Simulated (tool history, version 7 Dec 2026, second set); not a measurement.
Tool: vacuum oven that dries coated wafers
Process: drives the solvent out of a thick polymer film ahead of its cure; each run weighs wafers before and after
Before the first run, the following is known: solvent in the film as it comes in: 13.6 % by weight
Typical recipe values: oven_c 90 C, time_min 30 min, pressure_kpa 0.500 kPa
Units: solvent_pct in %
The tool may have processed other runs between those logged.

run	hour	oven_c	time_min	pressure_kpa	solvent_pct
1	0.0	90	30	0.500	2.40
# hour 9.3: oven's thermocouples calibrated
2	18.0	90	30	0.500	2.31
3	41.3	90	30	0.500	2.37
4	69.9	90	30	0.500	2.39
5	105.2	90	30	0.500	2.34
6	130.1	90	30	0.500	2.38
7	154.5	97	21	0.916	2.36
8	185.6	83	24	0.916	4.92
9	222.9	83	24	0.916	5.04
10	252.8	81	44	0.281	2.87
11	280.1	94	31	0.375	1.52

What does the tool deliver on the next run?
12	301.8	80	47	0.572	?

{"run 12": {"solvent_pct": 2.99}}
Had the tool carried no hidden state, the very same run would have given solvent_pct 2.76 %.
